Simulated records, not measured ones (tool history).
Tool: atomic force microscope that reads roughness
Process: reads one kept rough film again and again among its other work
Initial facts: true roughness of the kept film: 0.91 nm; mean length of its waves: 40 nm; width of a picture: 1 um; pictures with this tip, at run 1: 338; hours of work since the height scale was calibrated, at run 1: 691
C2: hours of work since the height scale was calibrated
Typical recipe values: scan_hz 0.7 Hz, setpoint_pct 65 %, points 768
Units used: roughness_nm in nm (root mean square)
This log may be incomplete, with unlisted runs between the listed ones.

{"run": 1, "hour": 0.0, "scan_hz": 0.7, "setpoint_pct": 65, "points": 768, "pictures with this tip": 338, "C2": 691, "roughness_nm": 0.864}
{"hour": 27.8, "done": "new tip fitted"}
{"run": 2, "hour": 68.0, "scan_hz": 0.7, "setpoint_pct": 65, "points": 768, "pictures with this tip": 87, "C2": 743, "roughness_nm": 0.865}
{"run": 3, "hour": 129.1, "scan_hz": 0.7, "setpoint_pct": 65, "points": 768, "pictures with this tip": 218, "C2": 791, "roughness_nm": 0.866}
{"run": 4, "hour": 174.5, "scan_hz": 0.7, "setpoint_pct": 65, "points": 768, "pictures with this tip": 316, "C2": 826, "roughness_nm": 0.864}
{"hour": 207.4, "done": "new tip fitted"}
{"run": 5, "hour": 233.3, "scan_hz": 0.7, "setpoint_pct": 65, "points": 768, "pictures with this tip": 56, "C2": 872, "roughness_nm": 0.868}
{"run": 6, "hour": 283.3, "scan_hz": 0.755, "setpoint_pct": 65, "points": 768, "pictures with this tip": 164, "C2": 911, "roughness_nm": 0.864}
{"run": 7, "hour": 325.6, "scan_hz": 0.755, "setpoint_pct": 65, "points": 768, "pictures with this tip": 255, "C2": 944, "roughness_nm": 0.863}
{"run": 8, "hour": 383.9, "scan_hz": 0.7, "setpoint_pct": 65, "points": 768, "pictures with this tip": 380, "C2": 989, "roughness_nm": 0.864}
{"hour": 390.2, "done": "new tip fitted"}
{"run": 9, "hour": 454.3, "scan_hz": 0.7, "setpoint_pct": 65, "points": 768, "pictures with this tip": 138, "C2": 1044, "roughness_nm": 0.866}
{"run": 10, "hour": 519.4, "scan_hz": 0.7, "setpoint_pct": 65, "points": 768, "pictures with this tip": 278, "C2": 1094, "roughness_nm": 0.866}
{"hour": 571.0, "done": "new tip fitted"}
{"run": 11, "hour": 595.6, "scan_hz": 0.7, "setpoint_pct": 65, "points": 768, "pictures with this tip": 54, "C2": 1153, "roughness_nm": 0.866}
{"run": 12, "hour": 658.2, "scan_hz": 0.7, "setpoint_pct": 65, "points": 768, "pictures with this tip": 189, "C2": 1202, "roughness_nm": 0.867}
{"run": 13, "hour": 699.9, "scan_hz": 0.7, "setpoint_pct": 65, "points": 768, "pictures with this tip": 278, "C2": 1235, "roughness_nm": 0.866}
{"run": 14, "hour": 740.8, "scan_hz": 0.7, "setpoint_pct": 65, "points": 768, "pictures with this tip": 367, "C2": 1267, "roughness_nm": 0.864}
{"hour": 750.7, "done": "new tip fitted"}
{"run": 15, "hour": 798.7, "scan_hz": 0.7, "setpoint_pct": 65, "points": 768, "pictures with this tip": 103, "C2": 1311, "roughness_nm": 0.867}
{"run": 16, "hour": 860.2, "scan_hz": 0.7, "setpoint_pct": 65, "points": 768, "pictures with this tip": 236, "C2": 1359, "roughness_nm": 0.866}
{"hour": 888.5, "done": "height scale calibrated on a step standard"}
{"run": 17, "hour": 922.0, "scan_hz": 0.7, "setpoint_pct": 65, "points": 768, "pictures with this tip": 367, "C2": 26, "roughness_nm": 0.866}
{"hour": 934.0, "done": "new tip fitted"}
{"run": 18, "hour": 985.0, "scan_hz": 0.7, "setpoint_pct": 65, "points": 487, "pictures with this tip": 110, "C2": 75, "roughness_nm": 0.865}
{"run": 19, "hour": 1055.9, "scan_hz": 1.05, "setpoint_pct": 60, "points": 585, "pictures with this tip": 262, "C2": 130, "roughness_nm": 0.863}
{"hour": 1118.7, "done": "new tip fitted"}
{"run": 20, "hour": 1123.4, "scan_hz": 1.05, "setpoint_pct": 64, "points": 376, "pictures with this tip": 10, "C2": 182, "roughness_nm": 0.852}
{"run": 21, "hour": 1175.1, "scan_hz": 1.05, "setpoint_pct": 64, "points": 376, "pictures with this tip": 121, "C2": 223, "roughness_nm": 0.851}
{"run": 22, "hour": 1235.5, "scan_hz": 0.7, "setpoint_pct": 83, "points": 768, "pictures with this tip": 251, "C2": 270, "roughness_nm": 0.82}
{"hour": 1300.1, "done": "new tip fitted"}
{"run": 23, "hour": 1307.1, "scan_hz": 0.7, "setpoint_pct": 83, "points": 768, "pictures with this tip": 15, "C2": 325, "roughness_nm": 0.821}
{"run": 24, "hour": 1352.6, "scan_hz": 0.7, "setpoint_pct": 83, "points": 768, "pictures with this tip": 113, "C2": 361, "roughness_nm": 0.821}
{"run": 25, "hour": 1426.0, "scan_hz": 0.7, "setpoint_pct": 61, "points": 681, "pictures with this tip": 271, "C2": 418, "roughness_nm": 0.871}
{"hour": 1480.5, "done": "new tip fitted"}
{"run": 26, "hour": 1500.9, "scan_hz": 0.7, "setpoint_pct": 90, "points": 414, "pictures with this tip": 44, "C2": 476, "roughness_nm": 0.796}
{"run": 27, "hour": 1557.1, "scan_hz": 0.7, "setpoint_pct": 90, "points": 414, "pictures with this tip": 165, "C2": 520, "roughness_nm": 0.793}
{"run": 28, "hour": 1616.7, "scan_hz": 0.7, "setpoint_pct": 90, "points": 414, "pictures with this tip": 294, "C2": 566, "roughness_nm": 0.793}
{"run": 29, "hour": 1657.6, "scan_hz": 0.7, "setpoint_pct": 78, "points": 768, "pictures with this tip": 382, "C2": 598, "roughness_nm": 0.836}
{"hour": 1664.8, "done": "new tip fitted"}
{"run": 30, "hour": 1696.5, "scan_hz": 0.528, "setpoint_pct": 83, "points": 768, "pictures with this tip": 68, "C2": 628, "roughness_nm": 0.838}
{"run": 31, "hour": 1744.7, "scan_hz": 3.537, "setpoint_pct": 66, "points": 940, "pictures with this tip": 172, "C2": 665, "roughness_nm": 0.757}
{"run": 32, "hour": 1806.1, "scan_hz": 0.7, "setpoint_pct": 76, "points": 830, "pictures with this tip": 304, "C2": 713, "roughness_nm": 0.841}
{"hour": 1844.2, "done": "new tip fitted"}
{"run": 33, "hour": 1844.2, "scan_hz": 0.599, "setpoint_pct": 55, "points": 768, "pictures with this tip": 0, "C2": 743, "roughness_nm": 0.883}

Predict each of these 5 candidate next runs independently; none follows another, all start after run 33:
{"run": "A", "hour": 1900.5, "scan_hz": 3.9, "setpoint_pct": 55, "points": 768, "pictures with this tip": 122, "C2": 786, "roughness_nm": "?"}
{"run": "B", "hour": 1900.5, "scan_hz": 0.882, "setpoint_pct": 65, "points": 823, "pictures with this tip": 122, "C2": 786, "roughness_nm": "?"}
{"run": "C", "hour": 1900.5, "scan_hz": 0.517, "setpoint_pct": 65, "points": 768, "pictures with this tip": 122, "C2": 786, "roughness_nm": "?"}
{"run": "D", "hour": 1900.5, "scan_hz": 0.702, "setpoint_pct": 55, "points": 768, "pictures with this tip": 122, "C2": 786, "roughness_nm": "?"}
{"run": "E", "hour": 1900.5, "scan_hz": 0.7, "setpoint_pct": 55, "points": 577, "pictures with this tip": 122, "C2": 786, "roughness_nm": "?"}

run=A roughness_nm=0.817
run=B roughness_nm=0.857
run=C roughness_nm=0.872
run=D roughness_nm=0.878
run=E roughness_nm=0.879
What these runs would have given with no unlogged condition in the tool:
run=A roughness_nm=0.817
run=B roughness_nm=0.857
run=C roughness_nm=0.872
run=D roughness_nm=0.878
run=E roughness_nm=0.878

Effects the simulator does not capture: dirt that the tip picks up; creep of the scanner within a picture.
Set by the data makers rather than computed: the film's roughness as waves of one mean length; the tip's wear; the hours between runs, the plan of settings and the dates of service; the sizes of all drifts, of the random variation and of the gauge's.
